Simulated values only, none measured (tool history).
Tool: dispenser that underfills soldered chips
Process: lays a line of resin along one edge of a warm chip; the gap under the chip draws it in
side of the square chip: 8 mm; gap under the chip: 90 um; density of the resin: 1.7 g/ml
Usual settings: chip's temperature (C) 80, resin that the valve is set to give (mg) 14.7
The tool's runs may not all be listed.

run,hour,chip's temperature (C),resin that the valve is set to give (mg),time until the resin shows at the far edge (s),resin that the valve gave (mg)
1,0,80,14.7,16.2,14.2
2,7.7,80,14.6,25.1,14.06
# hour 13.4: new syringe of resin
# hour 20.8: dispensing valve cleaned and set on the balance
3,20.8,80,14.6,21.1,14.65
# hour 28.9: new syringe of resin
4,34.2,80,14.7,20.9,14.61
5,42.1,80,14.7,31.8,14.66
# hour 43.1: new syringe of resin
6,54.3,80,14.7,28.3,14.61
# hour 57.8: new syringe of resin
7,66.2,80,15.8,23.7,15.59
# hour 71.9: new syringe of resin
8,77.9,81,15.8,19.9,15.58
# hour 87.1: new syringe of resin
9,87.1,81,15.7,13.4,15.44
10,99.4,80,14.7,29.6,14.3
# hour 101.1: new syringe of resin
11,113.5,80,14.7,30.2,14.37
# hour 115.4: new syringe of resin
12,128.1,80,14.7,29.7,14.3
# hour 129.9: new syringe of resin
13,137.5,80,14.7,22.6,14.23
# hour 145.3: new syringe of resin
14,152.3,80,14.7,21.4,14.38
# hour 160: new syringe of resin
15,160,80,14.7,14.8,14.09
16,171.5,80,14.7,28.9,14.02
# hour 174.1: new syringe of resin
# hour 187: dispensing valve cleaned and set on the balance
17,187.3,80,14.7,29.3,14.85
# hour 189.2: new syringe of resin
18,195.9,80,14.7,21.3,14.66
# hour 203.6: new syringe of resin
19,210.5,80,14.7,22.1,14.55
# hour 217.8: new syringe of resin
20,224.1,76,14.7,24.7,14.55
# hour 232.3: new syringe of resin
21,232.3,74,14.7,17.6,14.54
22,242.1,80,13.5,25.4,13.29
# hour 246.4: new syringe of resin
23,252.3,77,14.8,22.5,14.59
# hour 261.3: new syringe of resin
24,266.6,83,16.7,16.2,16.35
# hour 275.8: new syringe of resin
25,278.4,83,15.1,14.4,14.75
# hour 290.2: new syringe of resin
26,292.3,74,16.5,19.8,16.1
# hour 304.5: new syringe of resin
27,306.7,69,17.5,24.2,17.07
28,314,71,14.7,34.3,14.27
# hour 318.7: new syringe of resin
29,322,87,15.3,12.8,14.72
# hour 333.8: new syringe of resin
30,334.1,87,15.3,10,14.68
31,344,87,15.3,18.3,14.63
# hour 349.1: new syringe of resin
# hour 353.8: dispensing valve cleaned and set on the balance
32,361.7,89,18.2,18.1,18.19
# hour 364.7: new syringe of resin
33,369.8,94,18.4,10.6,18.46
34,378.1,94,18.4,16.6,18.25
# hour 379.8: new syringe of resin
35,386.6,74,13.1,26.9,13.05
# hour 393.9: new syringe of resin
36,397,69,14.5,26.5,14.25

Some steps in time until the resin shows at the far edge (s) between neighbouring runs. How much of each would the tool show without its hidden state too (settings, what came in, random variation), and how much is left for the hidden state, with any gauge scatter that isn't in both results?
The hidden state here: resin's viscosity, % of fresh resin's; dose that the valve gives, % of what is set; true chip temperature over the reading, C; drift of the gauge itself on fill_s, %; drift of the gauge itself on given_mg, %.
Run 9 -> 10: chip's temperature (C) 81 -> 80, resin that the valve is set to give (mg) 15.7 -> 14.7. time until the resin shows at the far edge (s) +16.2: hidden state +14.7, all else +1.5.
Run 15 -> 16: no setting changed, nothing entered. time until the resin shows at the far edge (s) +14.1: hidden state +13.6, all else +0.5.
Run 27 -> 28: chip's temperature (C) 69 -> 71, resin that the valve is set to give (mg) 17.5 -> 14.7. time until the resin shows at the far edge (s) +10.1: hidden state +11.9, all else -1.8.
Run 28 -> 29: chip's temperature (C) 71 -> 87, resin that the valve is set to give (mg) 14.7 -> 15.3, new syringe of resin. time until the resin shows at the far edge (s) -21.5: hidden state -11, all else -10.5.

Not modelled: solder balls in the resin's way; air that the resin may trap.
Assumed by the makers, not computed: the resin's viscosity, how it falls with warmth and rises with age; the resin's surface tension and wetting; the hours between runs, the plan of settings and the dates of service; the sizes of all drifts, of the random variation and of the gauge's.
